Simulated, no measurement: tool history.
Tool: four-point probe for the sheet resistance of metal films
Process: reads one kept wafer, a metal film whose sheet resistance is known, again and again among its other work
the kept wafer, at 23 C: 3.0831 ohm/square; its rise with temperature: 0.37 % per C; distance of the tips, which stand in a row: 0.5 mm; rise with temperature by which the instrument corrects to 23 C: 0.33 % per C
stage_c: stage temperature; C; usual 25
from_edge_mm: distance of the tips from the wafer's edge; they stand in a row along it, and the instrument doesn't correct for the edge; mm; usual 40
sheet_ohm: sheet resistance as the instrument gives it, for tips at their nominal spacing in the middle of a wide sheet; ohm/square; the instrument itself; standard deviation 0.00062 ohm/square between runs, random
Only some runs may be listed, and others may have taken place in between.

run,hour,stage_c,from_edge_mm,sheet_ohm
1,0.0,25,40,3.086750
2,80.3,25,40,3.086747
3,160.0,25,40,3.085853
4,228.3,25,40,3.085286
5,290.3,25,40,3.086286
6,367.5,25,42,3.085141
7,431.8,20,42,3.079110
8,526.3,20,42,3.079525
9,581.6,20,42,3.080094
10,641.6,20,42,3.080644
11,685.4,25,4,3.111721
12,730.7,25,4,3.111278
13,781.4,33,40,3.097427
14,826.7,33,40,3.095594
15,880.6,33,40,3.095383
16,947.5,25,40,3.085522
17,1013.1,25,68,3.086082
18,1095.2,20,40,3.080923
19,1164.2,25,11,3.090208
20,1232.5,25,11,3.088664
21,1277.6,25,4,3.112107
22,1360.3,25,4,3.113411
23,1453.0,20,40,3.078197
24,1535.4,20,40,3.079330
25,1622.3,20,40,3.079595
26,1689.1,23,40,3.083867
27,1785.8,23,40,3.083308
28,1890.3,23,40,3.083604
29,1990.7,23,40,3.083823
30,2045.2,29,47,3.091598
31,2091.8,25,15,3.086586
32,2184.9,29,15,3.093549
33,2290.4,25,34,3.087328
34,2359.9,25,34,3.085740
35,2406.4,20,4,3.105259
36,2491.9,21,33,3.082190
37,2592.2,19,26,3.078934
38,2647.5,26,18,3.088144
39,2701.7,26,18,3.089208
40,2757.0,25,5,3.101885
41,2813.2,24,63,3.085064
42,2921.8,24,63,3.084363
43,3002.9,33,6,3.106453
44,3108.9,33,6,3.107338

Not shown here: 4 entries made in the log between runs. Locate each between two listed runs and compare the hidden state at the listed run before it with the hidden state at the listed run after it:
From run 2 to run 3: new probe head fitted (hour 112.8)
  inner tips' distance over the nominal, %: 0.026 -> -0.006; tips' flats over new ones', %: 2 -> 0
From run 17 to run 18: stage's thermometer calibrated (hour 1043.3)
  inner tips' distance over the nominal, %: 0.011 -> 0.013; tips' flats over new ones', %: 1 -> 2; wafer's true temperature over the reading, C: -0.03 -> 0
From run 22 to run 23: new probe head fitted (hour 1413.4)
  inner tips' distance over the nominal, %: 0.018 -> -0.002; tips' flats over new ones', %: 2 -> 0
From run 39 to run 40: new probe head fitted (hour 2717.3)
  inner tips' distance over the nominal, %: 0.022 -> -0.001; tips' flats over new ones', %: 2 -> 0
